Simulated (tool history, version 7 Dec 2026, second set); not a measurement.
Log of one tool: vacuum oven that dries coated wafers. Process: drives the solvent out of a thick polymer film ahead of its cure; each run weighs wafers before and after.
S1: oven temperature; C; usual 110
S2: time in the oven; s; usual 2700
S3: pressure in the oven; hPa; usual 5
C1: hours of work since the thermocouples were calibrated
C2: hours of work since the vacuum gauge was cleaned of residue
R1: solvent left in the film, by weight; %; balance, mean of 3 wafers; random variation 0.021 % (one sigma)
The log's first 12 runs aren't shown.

Run 13, hour 155: usual settings; C1 224; C2 456. Result: R1 1.44 %.
Run 14, hour 169.3: usual settings; C1 235; C2 467. Result: R1 1.38 %.
Run 15, hour 186.8: usual settings; C1 249; C2 481. Result: R1 1.4 %.
Run 16, hour 202.4: usual settings; C1 262; C2 493. Result: R1 1.41 %.
Run 17, hour 211.5: usual settings but S3 10.62 hPa; C1 269; C2 500. Result: R1 1.57 %.
Run 18, hour 228.1: usual settings but S3 10.62 hPa; C1 282; C2 513. Result: R1 1.58 %.
Run 19, hour 245.7: usual settings but S1 96 C, S2 2640 s, S3 10.62 hPa; C1 296; C2 527. Result: R1 3.93 %.
Run 20, hour 263.6: usual settings but S1 96 C, S2 4560 s, S3 13.94 hPa; C1 310; C2 541. Result: R1 1.88 %.
Run 21, hour 278.3: usual settings but S1 109 C, S2 1920 s; C1 321; C2 553. Result: R1 2.83 %.
Run 22, hour 287.2: usual settings but S1 109 C, S2 1920 s; C1 328; C2 560. Result: R1 2.84 %.
Run 23, hour 302.1: usual settings but S1 112 C, S2 1920 s; C1 340; C2 571. Result: R1 2.32 %.
Run 24, hour 319.8: usual settings but S1 112 C, S2 1920 s, S3 10.51 hPa; C1 354; C2 585. Result: R1 2.44 %.
Run 25, hour 330.6: usual settings but S1 104 C, S2 1920 s, S3 9.6 hPa; C1 362; C2 594. Result: R1 3.84 %.
Run 26, hour 349.3: usual settings but S1 104 C, S2 1920 s, S3 9.6 hPa; C1 377; C2 609. Result: R1 3.86 %.
Run 27, hour 357.3: usual settings but S1 104 C, S2 1920 s, S3 9.6 hPa; C1 383; C2 615. Result: R1 3.83 %.
Run 28, hour 374.8: usual settings but S2 1680 s, S3 10.12 hPa; C1 397; C2 629. Result: R1 3.35 %.
Run 29, hour 393.1: usual settings but S2 1680 s, S3 10.12 hPa; C1 412; C2 643. Result: R1 3.34 %.
Run 30, hour 410: usual settings but S1 96 C, S2 1740 s, S3 11.21 hPa; C1 425; C2 656. Result: R1 6.01 %.
Run 31, hour 421.4: usual settings but S1 96 C, S2 1740 s, S3 11.21 hPa; C1 434; C2 665. Result: R1 5.99 %.
Run 32, hour 434: usual settings but S1 99 C, S3 11.66 hPa; C1 444; C2 675. Result: R1 3.27 %.
Run 33, hour 447.7: usual settings but S1 112 C, S2 3300 s; C1 455; C2 686. Result: R1 0.72 %.
Run 34, hour 466.6: usual settings but S1 123 C, S2 3300 s, S3 4.61 hPa; C1 469; C2 701. Result: R1 0.25 %.
Run 35, hour 483.2: usual settings but S1 119 C, S2 2940 s, S3 10.33 hPa; C1 483; C2 714. Result: R1 0.6 %.

4 ways to go on from here, each from the tool as it stands after run 35. What would each give?
Run A, hour 494.4: usual settings but S1 117 C, S3 15.18 hPa; C1 491; C2 723. Result: R1 ?.
Run B, hour 494.4: usual settings but S1 120 C, S2 1680 s, S3 7.57 hPa; C1 491; C2 723. Result: R1 ?.
Run C, hour 494.4: usual settings but S1 103 C, S3 2.65 hPa; C1 491; C2 723. Result: R1 ?.
Run D, hour 494.4: usual settings but S1 98 C, S2 1440 s, S3 3.12 hPa; C1 491; C2 723. Result: R1 ?.

run    R1
  A  0.97
  B  1.82
  C  2.24
  D   6.3
Without the tool's hidden state the same runs would have given:
run    R1
  A  0.98
  B  1.87
  C  2.28
  D  6.37

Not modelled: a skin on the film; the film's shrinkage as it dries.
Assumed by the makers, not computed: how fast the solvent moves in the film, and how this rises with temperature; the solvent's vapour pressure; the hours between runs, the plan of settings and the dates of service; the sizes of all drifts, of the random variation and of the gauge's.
